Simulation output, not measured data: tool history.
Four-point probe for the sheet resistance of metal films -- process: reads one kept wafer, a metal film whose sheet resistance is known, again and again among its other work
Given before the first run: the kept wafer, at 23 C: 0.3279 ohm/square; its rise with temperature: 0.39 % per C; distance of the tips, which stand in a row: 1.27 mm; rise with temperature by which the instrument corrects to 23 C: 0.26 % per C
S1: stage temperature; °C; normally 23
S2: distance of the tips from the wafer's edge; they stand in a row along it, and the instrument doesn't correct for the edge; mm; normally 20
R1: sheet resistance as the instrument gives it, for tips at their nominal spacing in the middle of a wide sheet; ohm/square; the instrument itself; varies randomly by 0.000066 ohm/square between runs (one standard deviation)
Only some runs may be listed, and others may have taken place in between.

Run 1, day 0: usual settings. Result: R1 0.327995 ohm/square.
Run 2, day 0.642: usual settings but S2 33 mm. Result: R1 0.327587 ohm/square.
Run 3, day 1.267: usual settings but S2 33 mm. Result: R1 0.327547 ohm/square.
Run 4, day 2.492: usual settings but S2 33 mm. Result: R1 0.327596 ohm/square.
Run 5, day 3.35: usual settings but S2 33 mm. Result: R1 0.327524 ohm/square.
Run 6, day 4: usual settings. Result: R1 0.32794 ohm/square.
Run 7, day 4.796: usual settings. Result: R1 0.327947 ohm/square.
Run 8, day 5.554: usual settings but S2 26 mm. Result: R1 0.327625 ohm/square.
Run 9, day 6.475: usual settings. Result: R1 0.32794 ohm/square.
Run 10, day 7.483: usual settings but S2 55 mm. Result: R1 0.327311 ohm/square.
Run 11, day 8.029: usual settings but S1 22 °C, S2 41 mm. Result: R1 0.326943 ohm/square.
Run 12, day 8.725: usual settings but S1 22 °C, S2 5 mm. Result: R1 0.337663 ohm/square.
Run 13, day 9.604: usual settings but S1 22 °C, S2 5 mm. Result: R1 0.337675 ohm/square.
Run 14, day 10.554: usual settings but S1 21 °C, S2 24 mm. Result: R1 0.326839 ohm/square.
Run 15, day 11.3: usual settings but S2 30 mm. Result: R1 0.327357 ohm/square.
Run 16, day 12.25: usual settings but S1 18 °C, S2 5 mm. Result: R1 0.335949 ohm/square.
Run 17, day 13.2: usual settings but S1 25 °C, S2 4 mm. Result: R1 0.344724 ohm/square.

Hidden state or all else? Some run-to-run changes of R1, split into what the settings, what came in and random variation would give without the hidden state, and what is left for the hidden state (with any gauge scatter that isn't in both results):
Unlogged tool condition in this case: inner tips' distance over the nominal, %; tips' flats over new ones', %; wafer's true temperature over the reading, C; drift of the gauge itself on sheet_ohm, %.
Run 13 -> 14: S1 22 -> 21, S2 5 -> 24. R1 -0.010836 ohm/square: hidden state +0.000005, all else -0.010841.
Run 15 -> 16: S1 23 -> 18, S2 30 -> 5. R1 +0.008592 ohm/square: hidden state -0.000039, all else +0.008631.
